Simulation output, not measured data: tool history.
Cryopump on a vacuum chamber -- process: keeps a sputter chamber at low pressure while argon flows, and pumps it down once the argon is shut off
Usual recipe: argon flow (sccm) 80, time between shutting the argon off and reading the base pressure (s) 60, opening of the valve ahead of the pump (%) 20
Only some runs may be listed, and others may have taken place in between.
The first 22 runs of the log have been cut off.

run,day,argon flow (sccm),time between shutting the argon off and reading the base pressure (s),opening of the valve ahead of the pump (%),pressure while argon flows (Pa),pressure after the wait (uPa)
23,13.321,52,60,40,0.1946,3.86
24,13.888,42,136,22,0.2748,3.04
25,14.438,35,169,59,0.0912,2.98
26,15.058,75,154,18,0.5957,2.98
27,15.567,49,36,43,0.1704,4.82
28,16.05,49,36,43,0.1723,4.72
29,16.671,49,36,43,0.1705,4.96
30,17.212,40,36,43,0.1396,4.92
31,17.904,80,92,20,0.5775,3.46
32,18.358,149,22,20,1.0819,6.61
33,18.908,80,60,32,0.3699,4.09
34,19.712,96,60,34,0.4206,4.09

Each row is a separate what-if for the run after 34, all from the same tool condition, not one after another. Results?
A,20.508,46,24,34,?,?
B,20.508,81,94,32,?,?
C,20.508,59,60,23,?,?
D,20.508,80,20,20,?,?

run,pressure while argon flows (Pa),pressure after the wait (uPa)
A,0.2027,6.19
B,0.3805,3.46
C,0.3763,4.12
D,0.5816,6.87
Without the tool's unlogged condition, the same runs would have read:
run,pressure while argon flows (Pa),pressure after the wait (uPa)
A,0.1885,3.79
B,0.3554,1.12
C,0.3582,1.67
D,0.557,4.48
